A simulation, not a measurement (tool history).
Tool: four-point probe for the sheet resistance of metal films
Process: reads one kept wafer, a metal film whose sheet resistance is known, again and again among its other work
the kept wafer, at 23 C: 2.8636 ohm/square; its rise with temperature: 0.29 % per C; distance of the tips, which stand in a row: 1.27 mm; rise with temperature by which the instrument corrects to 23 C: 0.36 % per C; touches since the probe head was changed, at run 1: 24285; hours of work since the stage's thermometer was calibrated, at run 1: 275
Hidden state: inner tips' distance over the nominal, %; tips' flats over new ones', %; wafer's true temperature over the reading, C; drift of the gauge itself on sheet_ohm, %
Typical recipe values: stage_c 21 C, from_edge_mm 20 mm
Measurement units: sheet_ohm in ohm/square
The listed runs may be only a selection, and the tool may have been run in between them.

run	day	stage_c	from_edge_mm	touches since the probe head was changed	hours of work since the stage's thermometer was calibrated	sheet_ohm
1	0.000	21	20	24285	275	2.860987
2	1.133	21	20	25639	293	2.860096
3	1.679	21	20	26288	302	2.860350
4	2.921	21	20	27769	322	2.860364
5	3.667	21	20	28657	334	2.859801
6	4.971	21	20	30215	355	2.860380
7	5.504	21	20	30850	364	2.859196
8	6.525	21	20	32070	381	2.859877
9	7.296	21	20	32991	393	2.858828
10	7.846	21	20	33645	402	2.859475
11	8.633	21	20	34587	415	2.858635
12	9.812	21	35	35991	434	2.855376
13	11.067	21	35	37490	454	2.854187
14	11.808	23	20	38373	466	2.855462
15	12.883	23	20	39655	484	2.854296
16	13.508	23	20	40405	494	2.854303
17	14.696	21	10	41821	513	2.877762
18	15.792	21	20	43125	531	2.857346
19	16.921	21	8	44473	549	2.890419
20	18.117	21	8	45901	569	2.890058
21	19.146	21	5	47131	585	2.947794
22	20.400	21	5	48623	606	2.947968
# day 20.533: stage's thermometer calibrated
23	20.958	20	20	49267	7	2.860778
24	21.675	20	20	50122	19	2.860391
25	22.338	26	23	50911	29	2.845659
26	22.962	26	23	51657	39	2.846114
27	24.238	26	41	53178	60	2.842436
# day 24.625: stage's thermometer calibrated, once more
28	25.421	26	41	54567	13	2.841451
29	26.138	26	41	55423	25	2.840924
30	27.000	26	41	56448	38	2.840534
31	27.912	26	6	57541	53	2.906462
32	29.004	21	28	58841	71	2.853938
33	30.212	21	43	60281	91	2.851878
34	31.321	21	43	61608	109	2.852051
35	31.938	21	23	62343	119	2.855300
36	33.229	26	5	63882	139	2.933296
37	34.267	26	5	65121	156	2.934177
38	35.433	30	6	66513	175	2.898004
39	36.625	30	16	67934	195	2.839622
40	37.800	18	41	69337	214	2.858184
41	38.583	27	41	70273	226	2.838428
42	39.721	27	41	71631	245	2.837629
43	40.317	27	41	72339	254	2.836549
44	41.512	19	3	73765	274	3.102619
45	42.821	31	39	75327	295	2.829635

Had the tool no unlogged condition, and each run kept its random variation, what would the results have been?
run	sheet_ohm
1	2.874855
2	2.874093
3	2.874402
4	2.874552
5	2.874063
6	2.874794
7	2.873656
8	2.874459
9	2.873490
10	2.874200
11	2.873448
12	2.870299
13	2.869245
14	2.870611
15	2.869542
16	2.869618
17	2.893325
18	2.872919
19	2.906285
20	2.906057
21	2.964209
22	2.964531
23	2.876514
24	2.876199
25	2.861475
26	2.862002
27	2.858445
28	2.858631
29	2.858179
30	2.857877
31	2.924282
32	2.871597
33	2.869660
34	2.869961
35	2.873303
36	2.951890
37	2.952901
38	2.916660
39	2.858044
40	2.876826
41	2.857046
42	2.856370
43	2.855350
44	3.123161
45	2.848699
